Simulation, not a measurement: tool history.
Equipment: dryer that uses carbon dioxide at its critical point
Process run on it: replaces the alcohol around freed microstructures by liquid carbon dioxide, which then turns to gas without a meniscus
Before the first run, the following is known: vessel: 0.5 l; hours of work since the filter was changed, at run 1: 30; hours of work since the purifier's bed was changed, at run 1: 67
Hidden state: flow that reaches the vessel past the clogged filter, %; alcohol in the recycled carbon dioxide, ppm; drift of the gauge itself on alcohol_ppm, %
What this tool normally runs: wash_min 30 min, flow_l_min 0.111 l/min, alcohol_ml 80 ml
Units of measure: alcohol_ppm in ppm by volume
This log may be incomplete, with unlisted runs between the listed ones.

run	hour	wash_min	flow_l_min	alcohol_ml	hours of work since the filter was changed	hours of work since the purifier's bed was changed	alcohol_ppm
1	0	30	0.111	80	30	67	268
2	21.4	30	0.111	80	42	79	281
3	32.4	30	0.111	106	48	86	392
4	52.8	30	0.118	80	60	98	217
5	62.5	30	0.118	80	66	103	228
6	84.3	30	0.118	80	78	116	255
7	105.4	30	0.118	80	91	128	269
8	118.4	30	0.111	23	98	136	125
9	141	30	0.111	23	111	149	135
10	162.2	30	0.111	80	123	161	500
11	179.4	24	0.111	80	133	171	1602
12	191.6	30	0.142	80	140	178	112
13	208.8	30	0.111	91	150	188	646
14	224.1	30	0.111	91	159	197	686
15	243.7	30	0.129	99	171	208	338
# hour 249.3: inlet filter changed
16	267.7	19	0.181	64	11	221	166
17	279	19	0.08	64	17	228	6583
18	291.1	21	0.078	80	24	235	6890
19	307.4	37	0.111	98	34	244	90
20	325	30	0.113	105	44	254	346

Run 21 is up next; what results do you expect?
21	334.4	26	0.078	59	49	260	?

{"run 21": {"alcohol_ppm": 2641}}
Without the tool's hidden state the same run would have given alcohol_ppm 2158 ppm by volume.
